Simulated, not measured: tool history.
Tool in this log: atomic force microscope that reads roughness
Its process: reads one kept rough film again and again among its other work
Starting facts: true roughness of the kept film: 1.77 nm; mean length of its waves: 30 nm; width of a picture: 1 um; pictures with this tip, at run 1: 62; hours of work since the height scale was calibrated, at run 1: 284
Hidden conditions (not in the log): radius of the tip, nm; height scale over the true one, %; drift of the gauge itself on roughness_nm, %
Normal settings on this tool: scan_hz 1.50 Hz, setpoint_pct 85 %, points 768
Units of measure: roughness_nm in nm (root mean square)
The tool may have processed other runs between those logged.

run	day	scan_hz	setpoint_pct	points	pictures with this tip	hours of work since the height scale was calibrated	roughness_nm
1	0.000	1.50	85	768	62	284	1.524
2	0.829	1.50	85	768	110	298	1.516
3	1.362	1.50	85	768	141	307	1.508
4	2.283	1.50	85	768	194	322	1.518
5	3.296	1.50	85	768	253	339	1.519
6	4.333	1.50	85	768	313	356	1.518
7	5.188	1.50	85	981	362	370	1.527
# day 5.367: new tip fitted
8	5.717	1.50	85	981	21	378	1.509
9	6.288	1.50	85	981	54	388	1.520
10	6.962	3.11	85	768	93	399	1.408
11	8.042	3.11	85	768	155	417	1.409
12	8.571	1.50	85	768	186	426	1.525
13	9.042	1.50	85	768	213	434	1.518
14	9.854	1.50	85	768	260	447	1.526
15	10.500	1.50	85	768	298	458	1.512
16	11.450	0.87	77	477	353	473	1.586
# day 11.767: new tip fitted
17	11.950	3.07	66	324	10	481	1.521
18	12.908	1.85	85	370	66	497	1.481
19	13.696	3.67	85	797	111	510	1.368
20	14.329	1.50	81	283	148	521	1.518
21	15.108	3.29	81	283	193	534	1.413
22	16.000	1.49	63	322	245	549	1.591
23	16.533	1.50	80	768	276	557	1.528
24	17.338	0.70	80	768	322	571	1.592
25	18.142	0.70	80	768	369	584	1.586
# day 18.217: new tip fitted
26	19.108	1.12	85	636	52	600	1.544
27	20.096	1.72	80	636	109	616	1.530

For each entry between runs, how does the tool's hidden state at the last listed run before it compare with that at the first listed run after it?
Between runs 7 and 8: new tip fitted (day 5.367)
  radius of the tip, nm: 10.4 -> 10
Between runs 16 and 17: new tip fitted (day 11.767)
  radius of the tip, nm: 10.4 -> 10
Between runs 25 and 26: new tip fitted (day 18.217)
  radius of the tip, nm: 10.4 -> 10.1

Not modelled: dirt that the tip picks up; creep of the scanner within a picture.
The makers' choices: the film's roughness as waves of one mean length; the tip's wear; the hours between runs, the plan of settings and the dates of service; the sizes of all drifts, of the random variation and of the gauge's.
